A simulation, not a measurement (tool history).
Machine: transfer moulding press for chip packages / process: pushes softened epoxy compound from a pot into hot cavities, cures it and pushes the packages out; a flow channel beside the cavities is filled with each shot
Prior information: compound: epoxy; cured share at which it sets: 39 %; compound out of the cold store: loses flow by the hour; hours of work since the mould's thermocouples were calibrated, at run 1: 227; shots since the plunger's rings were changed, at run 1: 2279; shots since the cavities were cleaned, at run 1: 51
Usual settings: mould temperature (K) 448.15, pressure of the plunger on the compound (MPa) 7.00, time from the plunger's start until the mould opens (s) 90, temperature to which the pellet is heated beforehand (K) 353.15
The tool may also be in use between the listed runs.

| run | day | mould temperature (K) | pressure of the plunger on the compound (MPa) | time from the plunger's start until the mould opens (s) | temperature to which the pellet is heated beforehand (K) | hours of work since the mould's thermocouples were calibrated | shots since the plunger's rings were changed | shots since the cavities were cleaned | incoming compound's hours out of the cold store | length that the compound runs in the flow channel (mm) | greatest force on the pins that push the packages out (N) |
|---|---|---|---|---|---|---|---|---|---|---|---|
| 1 | 0.000 | 448.15 | 7.00 | 90 | 353.15 | 227 | 2279 | 51 | 25.3 | 606 | 309 |
| 2 | 0.946 | 448.15 | 7.00 | 90 | 353.15 | 240 | 2522 | 294 | 15.6 | 616 | 407 |
|  | 1.604 | cavities cleaned with cleaning compound and waxed |
| 3 | 2.162 | 448.15 | 7.00 | 90 | 353.15 | 255 | 2819 | 143 | 37.8 | 588 | 337 |
| 4 | 3.025 | 448.15 | 7.00 | 90 | 353.15 | 267 | 3041 | 365 | 11.5 | 614 | 435 |
|  | 3.412 | cavities cleaned with cleaning compound and waxed |
| 5 | 4.158 | 448.15 | 7.00 | 90 | 353.15 | 281 | 3317 | 192 | 42.5 | 577 | 358 |
|  | 5.142 | cavities cleaned with cleaning compound and waxed |
| 6 | 5.671 | 448.15 | 7.00 | 90 | 353.15 | 301 | 3691 | 137 | 46.3 | 569 | 349 |
|  | 6.954 | cavities cleaned with cleaning compound and waxed |
| 7 | 7.754 | 445.15 | 7.00 | 90 | 353.15 | 329 | 4211 | 206 | 41.0 | 579 | 422 |
|  | 8.692 | cavities cleaned with cleaning compound and waxed |
| 8 | 9.738 | 448.15 | 7.00 | 90 | 353.15 | 355 | 4705 | 269 | 11.1 | 605 | 406 |
|  | 10.517 | cavities cleaned with cleaning compound and waxed |
| 9 | 11.504 | 448.15 | 7.00 | 90 | 349.15 | 378 | 5144 | 254 | 40.1 | 568 | 368 |
|  | 12.304 | cavities cleaned with cleaning compound and waxed |
| 10 | 12.500 | 448.15 | 7.00 | 90 | 353.15 | 391 | 5385 | 51 | 38.0 | 565 | 297 |
| 11 | 13.842 | 448.15 | 7.00 | 90 | 353.15 | 409 | 5730 | 396 | 41.7 | 563 | 427 |
|  | 14.058 | cavities cleaned with cleaning compound and waxed |
| 12 | 15.025 | 448.15 | 7.00 | 90 | 353.15 | 424 | 6018 | 249 | 25.9 | 578 | 398 |
|  | 15.829 | cavities cleaned with cleaning compound and waxed |
| 13 | 16.554 | 448.15 | 7.00 | 90 | 353.15 | 444 | 6396 | 187 | 47.4 | 548 | 361 |
|  | 17.575 | plunger's sealing rings changed |
|  | 17.762 | cavities cleaned with cleaning compound and waxed |
| 14 | 18.271 | 451.15 | 7.00 | 96 | 353.15 | 465 | 163 | 131 | 20.9 | 618 | 277 |
|  | 19.112 | mould's thermocouples calibrated |
|  | 19.671 | cavities cleaned with cleaning compound and waxed |
| 15 | 20.379 | 448.15 | 5.65 | 90 | 358.15 | 16 | 668 | 182 | 21.1 | 557 | 342 |
|  | 21.388 | cavities cleaned with cleaning compound and waxed |
| 16 | 21.388 | 455.15 | 7.00 | 90 | 353.15 | 29 | 911 | 0 | 33.7 | 583 | 213 |
| 17 | 22.879 | 448.15 | 7.50 | 73 | 360.15 | 49 | 1296 | 385 | 30.7 | 622 | 653 |
|  | 23.100 | cavities cleaned with cleaning compound and waxed |
| 18 | 24.179 | 450.15 | 6.15 | 111 | 346.15 | 66 | 1615 | 278 | 38.6 | 549 | 285 |
|  | 24.888 | cavities cleaned with cleaning compound and waxed |
| 19 | 26.217 | 452.15 | 6.63 | 79 | 357.15 | 93 | 2123 | 342 | 37.2 | 561 | 402 |
|  | 26.629 | cavities cleaned with cleaning compound and waxed |
| 20 | 27.454 | 448.15 | 6.25 | 92 | 353.15 | 109 | 2426 | 213 | 23.9 | 572 | 360 |
|  | 28.442 | cavities cleaned with cleaning compound and waxed |
| 21 | 29.033 | 448.15 | 7.00 | 118 | 353.15 | 130 | 2816 | 152 | 9.2 | 622 | 246 |
| 22 | 29.892 | 448.15 | 7.00 | 118 | 353.15 | 141 | 3037 | 373 | 25.0 | 597 | 298 |
|  | 30.242 | cavities cleaned with cleaning compound and waxed |
| 23 | 31.471 | 448.15 | 7.00 | 118 | 353.15 | 162 | 3428 | 317 | 33.5 | 588 | 280 |

What will run 24 give?
|  | 32.046 | cavities cleaned with cleaning compound and waxed |
| 24 | 32.950 | 448.15 | 7.00 | 90 | 355.15 | 181 | 3792 | 232 | 27.9 | ? | ? |

length that the compound runs in the flow channel (mm): 590
greatest force on the pins that push the packages out (N): 368
Had the tool carried no hidden state, the very same run would have given length that the compound runs in the flow channel (mm) 621, greatest force on the pins that push the packages out (N) 269.
